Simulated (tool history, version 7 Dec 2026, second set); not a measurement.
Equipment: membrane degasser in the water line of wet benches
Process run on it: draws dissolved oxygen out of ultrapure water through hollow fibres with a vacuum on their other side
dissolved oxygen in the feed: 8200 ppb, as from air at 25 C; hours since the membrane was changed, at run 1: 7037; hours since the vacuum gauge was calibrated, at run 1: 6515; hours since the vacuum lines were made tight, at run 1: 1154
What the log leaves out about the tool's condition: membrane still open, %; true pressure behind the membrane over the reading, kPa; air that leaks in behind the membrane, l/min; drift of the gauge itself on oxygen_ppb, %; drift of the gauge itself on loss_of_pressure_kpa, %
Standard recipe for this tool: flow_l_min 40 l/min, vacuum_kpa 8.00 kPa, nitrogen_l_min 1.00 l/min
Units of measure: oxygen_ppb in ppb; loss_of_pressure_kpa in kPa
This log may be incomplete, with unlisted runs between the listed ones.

| run | hour | flow_l_min | vacuum_kpa | nitrogen_l_min | hours since the membrane was changed | hours since the vacuum gauge was calibrated | hours since the vacuum lines were made tight | oxygen_ppb | loss_of_pressure_kpa |
|---|---|---|---|---|---|---|---|---|---|
| 1 | 0.0 | 40 | 8.00 | 1.00 | 7037 | 6515 | 1154 | 658.4 | 45.87 |
| 2 | 134.6 | 40 | 8.00 | 1.00 | 7171 | 6650 | 1289 | 647.3 | 45.64 |
|  | 145.4 | vacuum gauge calibrated |
| 3 | 234.5 | 40 | 8.00 | 1.00 | 7271 | 89 | 1388 | 635.5 | 46.15 |
| 4 | 321.5 | 40 | 8.00 | 1.00 | 7358 | 176 | 1475 | 629.1 | 46.07 |
| 5 | 451.1 | 40 | 8.00 | 1.00 | 7487 | 306 | 1605 | 628.0 | 45.88 |
| 6 | 642.0 | 40 | 8.00 | 2.30 | 7678 | 497 | 1796 | 453.2 | 46.26 |
| 7 | 806.3 | 40 | 8.00 | 2.30 | 7842 | 661 | 1960 | 456.8 | 45.81 |
| 8 | 954.2 | 40 | 8.00 | 2.30 | 7990 | 809 | 2108 | 459.6 | 46.22 |
| 9 | 1108.4 | 62 | 8.00 | 1.00 | 8145 | 963 | 2262 | 924.0 | 71.42 |
| 10 | 1296.9 | 62 | 8.00 | 1.00 | 8333 | 1152 | 2451 | 912.2 | 71.67 |
| 11 | 1430.2 | 40 | 8.00 | 0.65 | 8466 | 1285 | 2584 | 782.1 | 46.63 |
| 12 | 1563.9 | 40 | 8.00 | 0.65 | 8600 | 1419 | 2718 | 771.8 | 46.42 |
| 13 | 1688.8 | 40 | 8.00 | 0.65 | 8725 | 1543 | 2843 | 772.7 | 46.05 |
| 14 | 1847.9 | 40 | 9.35 | 0.65 | 8884 | 1703 | 3002 | 903.2 | 46.42 |
| 15 | 2037.3 | 40 | 9.35 | 0.65 | 9073 | 1892 | 3191 | 899.2 | 45.80 |
| 16 | 2193.6 | 40 | 9.35 | 0.65 | 9230 | 2048 | 3347 | 903.7 | 46.44 |
| 17 | 2323.5 | 40 | 9.35 | 0.65 | 9360 | 2178 | 3477 | 911.1 | 46.60 |
| 18 | 2456.8 | 40 | 9.35 | 0.65 | 9493 | 2311 | 3611 | 909.4 | 46.31 |
| 19 | 2630.3 | 40 | 9.35 | 0.65 | 9666 | 2485 | 3784 | 913.6 | 45.90 |
| 20 | 2738.1 | 25 | 8.53 | 1.99 | 9774 | 2593 | 3892 | 324.8 | 28.78 |
| 21 | 2856.3 | 25 | 8.53 | 1.99 | 9893 | 2711 | 4010 | 313.0 | 28.91 |
| 22 | 2939.3 | 55 | 11.64 | 1.06 | 9975 | 2794 | 4093 | 1123.2 | 63.48 |
| 23 | 3083.5 | 40 | 8.00 | 0.56 | 10120 | 2938 | 4237 | 836.6 | 46.45 |
| 24 | 3248.8 | 26 | 7.64 | 2.21 | 10285 | 3103 | 4403 | 296.4 | 30.02 |
| 25 | 3414.0 | 29 | 16.88 | 0.70 | 10450 | 3269 | 4568 | 1199.4 | 33.59 |
| 26 | 3555.0 | 44 | 16.88 | 2.17 | 10591 | 3410 | 4709 | 867.5 | 51.30 |
| 27 | 3652.5 | 40 | 5.30 | 1.00 | 10689 | 3507 | 4806 | 463.5 | 46.72 |
| 28 | 3760.5 | 26 | 5.30 | 1.93 | 10797 | 3615 | 4914 | 245.2 | 30.06 |
| 29 | 3892.1 | 25 | 8.00 | 0.87 | 10928 | 3747 | 5046 | 460.9 | 29.20 |
| 30 | 4075.3 | 25 | 8.00 | 0.87 | 11112 | 3930 | 5229 | 463.0 | 29.47 |
| 31 | 4261.9 | 40 | 12.21 | 0.84 | 11298 | 4117 | 5416 | 1035.9 | 46.65 |

Here are 4 independent what-if runs from the current tool condition. What would each one return?
| A | 4383.5 | 36 | 8.58 | 2.85 | 11420 | 4238 | 5537 | ? | ? |
| B | 4383.5 | 42 | 6.69 | 0.72 | 11420 | 4238 | 5537 | ? | ? |
| C | 4383.5 | 40 | 9.32 | 0.95 | 11420 | 4238 | 5537 | ? | ? |
| D | 4383.5 | 55 | 5.47 | 1.00 | 11420 | 4238 | 5537 | ? | ? |

| run | oxygen_ppb | loss_of_pressure_kpa |
|---|---|---|
| A | 418.1 | 42.04 |
| B | 668.8 | 49.06 |
| C | 760.2 | 46.90 |
| D | 642.0 | 64.12 |
With the hidden condition removed and each run's random variation left untouched, the same runs would have given:
| run | oxygen_ppb | loss_of_pressure_kpa |
|---|---|---|
| A | 373.9 | 40.23 |
| B | 607.3 | 46.94 |
| C | 706.2 | 44.89 |
| D | 570.7 | 61.36 |
